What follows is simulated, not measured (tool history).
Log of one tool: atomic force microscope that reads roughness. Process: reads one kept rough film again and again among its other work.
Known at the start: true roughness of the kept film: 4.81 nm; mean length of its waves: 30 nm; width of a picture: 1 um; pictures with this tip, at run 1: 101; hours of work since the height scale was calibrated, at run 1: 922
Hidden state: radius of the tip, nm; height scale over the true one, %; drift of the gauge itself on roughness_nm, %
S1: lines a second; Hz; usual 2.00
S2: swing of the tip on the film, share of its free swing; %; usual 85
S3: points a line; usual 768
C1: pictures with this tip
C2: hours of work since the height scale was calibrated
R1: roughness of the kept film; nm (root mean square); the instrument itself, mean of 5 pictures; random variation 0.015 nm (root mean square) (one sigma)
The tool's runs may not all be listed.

| run | hour | S1 | S2 | S3 | C1 | C2 | R1 |
|---|---|---|---|---|---|---|---|
| 1 | 0.0 | 2.00 | 85 | 768 | 101 | 922 | 3.443 |
| 2 | 32.9 | 2.00 | 85 | 768 | 139 | 941 | 3.404 |
| 3 | 61.1 | 2.00 | 65 | 768 | 172 | 958 | 3.762 |
| 4 | 91.2 | 2.00 | 85 | 768 | 207 | 976 | 3.294 |
|  | 106.1 | new tip fitted |
| 5 | 130.0 | 2.00 | 85 | 768 | 27 | 999 | 3.612 |
| 6 | 162.3 | 2.00 | 85 | 768 | 65 | 1018 | 3.519 |
|  | 165.6 | height scale calibrated on a step standard |
| 7 | 203.0 | 2.00 | 85 | 768 | 111 | 22 | 3.453 |
|  | 232.7 | height scale calibrated on a step standard, once more |
| 8 | 236.9 | 0.53 | 60 | 725 | 149 | 2 | 4.002 |
| 9 | 278.7 | 0.53 | 60 | 725 | 198 | 27 | 3.932 |
|  | 304.6 | new tip fitted |
| 10 | 312.8 | 0.74 | 81 | 654 | 9 | 47 | 4.030 |

Hidden state at the last listed run before each entry between runs and at the first one after, where it differs:
Between runs 4 and 5: new tip fitted (hour 106.1)
  radius of the tip, nm: 9.9 -> 5.6; height scale over the true one, %: 0.64 -> 0.65
  measured less the result without the state, R1: -0.287 -> -0.019 nm (root mean square)
Between runs 6 and 7: height scale calibrated on a step standard (hour 165.6)
  radius of the tip, nm: 6.4 -> 7.5; height scale over the true one, %: 0.66 -> 1.02
  measured less the result without the state, R1: -0.070 -> -0.130 nm (root mean square)
Between runs 7 and 8: height scale calibrated on a step standard, once more (hour 232.7)
  radius of the tip, nm: 7.5 -> 8.4; height scale over the true one, %: 1.02 -> 0.02
  measured less the result without the state, R1: -0.130 -> -0.260 nm (root mean square)
Between runs 9 and 10: new tip fitted (hour 304.6)
  radius of the tip, nm: 9.5 -> 5.2; height scale over the true one, %: 0.03 -> 0.04
  measured less the result without the state, R1: -0.337 -> -0.017 nm (root mean square)

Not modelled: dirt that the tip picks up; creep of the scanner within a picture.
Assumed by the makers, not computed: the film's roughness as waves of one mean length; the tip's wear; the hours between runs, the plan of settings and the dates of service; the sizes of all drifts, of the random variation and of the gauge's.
